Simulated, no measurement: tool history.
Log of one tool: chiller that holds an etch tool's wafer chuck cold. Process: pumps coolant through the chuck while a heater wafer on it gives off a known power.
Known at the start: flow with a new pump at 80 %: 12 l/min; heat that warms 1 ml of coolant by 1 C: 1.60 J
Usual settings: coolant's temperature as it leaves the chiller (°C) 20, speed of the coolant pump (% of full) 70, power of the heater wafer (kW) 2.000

run     day  coolant's temperature as it leaves the chiller (°C)  speed of the coolant pump (% of full)  power of the heater wafer (kW)  chuck's temperature once it has settled (°C)  how much warmer the coolant comes back (C)
  1   0.000                                                   20                                     70                           2.000                                          43.1                                        7.24
  2   0.562                                                   20                                     70                           1.834                                          41.2                                        6.63
  3   1.679                                                   20                                     70                           1.834                                          41.1                                        6.62
  4   2.933                                                   20                                     70                           2.000                                          43.0                                        7.22
  5   3.929                                                   20                                     70                           2.000                                          43.1                                        7.16
  6   5.188                                                   20                                     70                           2.000                                          43.1                                        7.22
  7   5.825                                                   20                                     70                           2.000                                          43.0                                        7.21
  8   6.938                                                   20                                     70                           2.000                                          43.2                                        7.23
  9   8.158                                                   15                                     70                           2.000                                          38.2                                        7.17
 10   9.058                                                   15                                     70                           2.000                                          38.2                                        7.13
 11  10.067                                                   15                                     70                           1.819                                          36.1                                        6.46
 12  11.392                                                   20                                     70                           2.000                                          43.3                                        7.09
 13  12.662                                                   20                                     70                           2.000                                          43.0                                        7.05
 14  13.850                                                   20                                     70                           2.000                                          43.2                                        7.09
 15  14.912                                                   20                                     70                           2.000                                          43.1                                        7.01
 16  15.662                                                   20                                     62                           2.000                                          45.7                                        8.13
 17  16.600                                                   14                                     62                           2.363                                          44.4                                        9.62
 18  17.746                                                   14                                     62                           2.363                                          44.2                                        9.60
 19  18.671                                                   30                                     97                           2.239                                          49.5                                        5.33
 20  19.371                                                   30                                     97                           1.136                                          39.9                                        2.56
     20.283  -- gauge calibrated
 21  20.688                                                   30                                     97                           1.136                                          39.8                                        2.92

The next listed run, before its measurement:
 22  21.354                                                   26                                     86                           1.286                                             ?                                           ?

{"run 22": {"chuck's temperature once it has settled (°C)": 38.3, "how much warmer the coolant comes back (C)": 3.68}}
Without the tool's hidden state the same run would have given chuck's temperature once it has settled (°C) 38.3, how much warmer the coolant comes back (C) 3.69.
